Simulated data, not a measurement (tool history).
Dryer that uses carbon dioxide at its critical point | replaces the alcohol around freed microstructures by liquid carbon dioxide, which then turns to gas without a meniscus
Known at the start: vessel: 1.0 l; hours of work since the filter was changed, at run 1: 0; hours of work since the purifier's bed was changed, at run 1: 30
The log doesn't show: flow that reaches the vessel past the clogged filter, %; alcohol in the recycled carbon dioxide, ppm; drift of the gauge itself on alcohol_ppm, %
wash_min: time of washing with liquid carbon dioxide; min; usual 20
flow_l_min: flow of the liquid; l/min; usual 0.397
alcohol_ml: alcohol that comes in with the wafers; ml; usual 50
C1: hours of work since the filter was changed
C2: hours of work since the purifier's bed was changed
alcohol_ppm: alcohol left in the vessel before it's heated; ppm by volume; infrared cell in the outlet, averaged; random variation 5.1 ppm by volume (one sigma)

Run 1, hour 0.0: usual settings; C1 0; C2 30. Result: alcohol_ppm 70 ppm by volume.
Run 2, hour 39.7: usual settings; C1 21; C2 51. Result: alcohol_ppm 68 ppm by volume.
Run 3, hour 86.9: usual settings; C1 46; C2 75. Result: alcohol_ppm 76 ppm by volume.
Run 4, hour 132.4: usual settings but alcohol_ml 113 ml; C1 69; C2 99. Result: alcohol_ppm 163 ppm by volume.
Run 5, hour 180.5: usual settings but alcohol_ml 113 ml; C1 95; C2 124. Result: alcohol_ppm 178 ppm by volume.
Run 6, hour 244.5: usual settings but wash_min 15 min; C1 128; C2 158. Result: alcohol_ppm 385 ppm by volume.
Run 7, hour 292.5: usual settings but wash_min 26 min; C1 153; C2 183. Result: alcohol_ppm 44 ppm by volume.
Run 8, hour 323.4: usual settings; C1 170; C2 199. Result: alcohol_ppm 115 ppm by volume.
Run 9, hour 374.8: usual settings; C1 197; C2 226. Result: alcohol_ppm 120 ppm by volume.
Run 10, hour 411.2: usual settings; C1 216; C2 246. Result: alcohol_ppm 122 ppm by volume.
Run 11, hour 478.4: usual settings; C1 251; C2 281. Result: alcohol_ppm 130 ppm by volume.
Run 12, hour 512.5: usual settings; C1 269; C2 299. Result: alcohol_ppm 137 ppm by volume.
Run 13, hour 553.8: usual settings; C1 291; C2 320. Result: alcohol_ppm 148 ppm by volume.
Run 14, hour 616.4: usual settings; C1 323; C2 353. Result: alcohol_ppm 143 ppm by volume.
Run 15, hour 659.2: usual settings; C1 346; C2 376. Result: alcohol_ppm 163 ppm by volume.
Run 16, hour 694.0: usual settings; C1 364; C2 394. Result: alcohol_ppm 153 ppm by volume.
Run 17, hour 753.3: usual settings but flow_l_min 0.486 l/min; C1 395; C2 425. Result: alcohol_ppm 91 ppm by volume.
Run 18, hour 801.5: usual settings; C1 421; C2 450. Result: alcohol_ppm 174 ppm by volume.
Run 19, hour 847.5: usual settings; C1 445; C2 474. Result: alcohol_ppm 192 ppm by volume.
At hour 874.8: inlet filter changed.
Run 20, hour 902.3: usual settings; C1 14; C2 503. Result: alcohol_ppm 132 ppm by volume.
Run 21, hour 933.4: usual settings but wash_min 31 min; C1 31; C2 519. Result: alcohol_ppm 81 ppm by volume.
Run 22, hour 1002.2: usual settings but wash_min 31 min; C1 67; C2 555. Result: alcohol_ppm 84 ppm by volume.
Run 23, hour 1064.2: usual settings but wash_min 31 min; C1 99; C2 588. Result: alcohol_ppm 92 ppm by volume.
Run 24, hour 1105.7: usual settings but alcohol_ml 76 ml; C1 121; C2 609. Result: alcohol_ppm 212 ppm by volume.
Run 25, hour 1157.7: usual settings but flow_l_min 0.253 l/min, alcohol_ml 108 ml; C1 148; C2 637. Result: alcohol_ppm 1658 ppm by volume.
Run 26, hour 1223.5: usual settings but alcohol_ml 82 ml; C1 183; C2 671. Result: alcohol_ppm 224 ppm by volume.
Run 27, hour 1283.2: usual settings but wash_min 29 min, flow_l_min 0.389 l/min, alcohol_ml 40 ml; C1 214; C2 703. Result: alcohol_ppm 102 ppm by volume.
Run 28, hour 1311.5: usual settings but wash_min 15 min; C1 229; C2 717. Result: alcohol_ppm 516 ppm by volume.
Run 29, hour 1366.4: usual settings but wash_min 16 min, alcohol_ml 75 ml; C1 258; C2 746. Result: alcohol_ppm 554 ppm by volume.
Run 30, hour 1417.9: usual settings but wash_min 16 min, alcohol_ml 75 ml; C1 285; C2 773. Result: alcohol_ppm 574 ppm by volume.
Run 31, hour 1456.8: usual settings but wash_min 32 min, flow_l_min 0.568 l/min, alcohol_ml 45 ml; C1 305; C2 794. Result: alcohol_ppm 128 ppm by volume.
Run 32, hour 1512.3: usual settings but wash_min 32 min, flow_l_min 0.568 l/min, alcohol_ml 45 ml; C1 334; C2 823. Result: alcohol_ppm 126 ppm by volume.
Run 33, hour 1567.5: usual settings but wash_min 22 min, flow_l_min 0.616 l/min, alcohol_ml 30 ml; C1 363; C2 852. Result: alcohol_ppm 141 ppm by volume.
Run 34, hour 1628.8: usual settings but wash_min 22 min, flow_l_min 0.616 l/min, alcohol_ml 30 ml; C1 396; C2 884. Result: alcohol_ppm 136 ppm by volume.
Run 35, hour 1689.5: usual settings but wash_min 22 min, flow_l_min 0.616 l/min, alcohol_ml 30 ml; C1 427; C2 916. Result: alcohol_ppm 144 ppm by volume.
At hour 1698.7: purifier's bed changed.
Run 36, hour 1736.0: usual settings but wash_min 18 min, flow_l_min 0.616 l/min, alcohol_ml 90 ml; C1 450; C2 20. Result: alcohol_ppm 27 ppm by volume.
At hour 1752.8: inlet filter changed.
Run 37, hour 1779.6: usual settings but wash_min 18 min, flow_l_min 0.616 l/min, alcohol_ml 90 ml; C1 14; C2 42. Result: alcohol_ppm 15 ppm by volume.
Run 38, hour 1845.7: usual settings but flow_l_min 0.494 l/min, alcohol_ml 41 ml; C1 49; C2 77. Result: alcohol_ppm 31 ppm by volume.
Run 39, hour 1908.6: usual settings but flow_l_min 0.343 l/min; C1 82; C2 110. Result: alcohol_ppm 182 ppm by volume.
Run 40, hour 1953.3: usual settings but wash_min 23 min; C1 105; C2 133. Result: alcohol_ppm 47 ppm by volume.
Run 41, hour 2019.2: usual settings but wash_min 23 min; C1 140; C2 168. Result: alcohol_ppm 57 ppm by volume.
Run 42, hour 2063.2: usual settings but wash_min 28 min; C1 163; C2 191. Result: alcohol_ppm 42 ppm by volume.
Run 43, hour 2091.7: usual settings but wash_min 30 min, flow_l_min 0.541 l/min; C1 178; C2 206. Result: alcohol_ppm 43 ppm by volume.
Run 44, hour 2158.7: usual settings but wash_min 30 min, flow_l_min 0.541 l/min; C1 213; C2 241. Result: alcohol_ppm 46 ppm by volume.
Run 45, hour 2221.9: usual settings but alcohol_ml 102 ml; C1 246; C2 274. Result: alcohol_ppm 209 ppm by volume.
Run 46, hour 2283.4: usual settings but alcohol_ml 102 ml; C1 278; C2 306. Result: alcohol_ppm 221 ppm by volume.
Run 47, hour 2315.4: usual settings but alcohol_ml 102 ml; C1 295; C2 323. Result: alcohol_ppm 240 ppm by volume.

4 ways to go on from here, each from the tool as it stands after run 47. What would each give?
Run A, hour 2344.5: usual settings but wash_min 30 min, flow_l_min 0.300 l/min, alcohol_ml 66 ml; C1 310; C2 338. Result: alcohol_ppm ?.
Run B, hour 2344.5: usual settings but wash_min 14 min, flow_l_min 0.244 l/min; C1 310; C2 338. Result: alcohol_ppm ?.
Run C, hour 2344.5: usual settings but flow_l_min 0.247 l/min, alcohol_ml 33 ml; C1 310; C2 338. Result: alcohol_ppm ?.
Run D, hour 2344.5: usual settings but flow_l_min 0.259 l/min; C1 310; C2 338. Result: alcohol_ppm ?.

run  alcohol_ppm
  A          108
  B         3171
  C          680
  D          838
Without the tool's hidden state the same runs would have given:
run  alcohol_ppm
  A           35
  B         2557
  C          471
  D          582
